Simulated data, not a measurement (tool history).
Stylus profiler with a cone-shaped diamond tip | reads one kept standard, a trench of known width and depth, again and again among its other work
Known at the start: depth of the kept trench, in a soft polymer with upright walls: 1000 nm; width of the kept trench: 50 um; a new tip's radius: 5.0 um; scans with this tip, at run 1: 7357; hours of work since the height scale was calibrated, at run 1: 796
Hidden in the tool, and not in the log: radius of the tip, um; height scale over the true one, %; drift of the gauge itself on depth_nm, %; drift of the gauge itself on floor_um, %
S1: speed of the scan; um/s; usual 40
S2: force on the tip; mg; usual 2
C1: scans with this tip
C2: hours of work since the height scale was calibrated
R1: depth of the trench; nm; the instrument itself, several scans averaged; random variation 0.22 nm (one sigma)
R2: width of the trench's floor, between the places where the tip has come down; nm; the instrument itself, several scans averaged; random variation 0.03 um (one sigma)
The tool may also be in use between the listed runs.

run,hour,S1,S2,C1,C2,R1,R2
1,0,40,2,7357,796,1002.35,42650
2,23.1,40,2,7467,808,1002.28,42640
3,58.7,40,2.39,7635,827,1003.19,42670
4,95.8,14,2.39,7812,846,1003.29,42820
5,145.4,14,2.39,8047,871,1002.93,42700
6,179.3,85,2,8209,889,1001.96,42280
7,202.9,40,2,8321,901,1002.44,42550
8,230.2,40,2,8451,915,1002.18,42430
9,276.6,40,1.11,8671,939,1000.59,42390
10,325.9,13,0.87,8905,964,1000.05,42580
11,371.4,23,3.74,9121,987,1004.78,42600

Forecast run 12:
12,394.9,71,0.7,9233,1000,?,?

{"run 12": {"R1": 999.33, "R2": 41860}}
Without the tool's hidden state the same run would have given R1 1002.17 nm, R2 43220 nm.

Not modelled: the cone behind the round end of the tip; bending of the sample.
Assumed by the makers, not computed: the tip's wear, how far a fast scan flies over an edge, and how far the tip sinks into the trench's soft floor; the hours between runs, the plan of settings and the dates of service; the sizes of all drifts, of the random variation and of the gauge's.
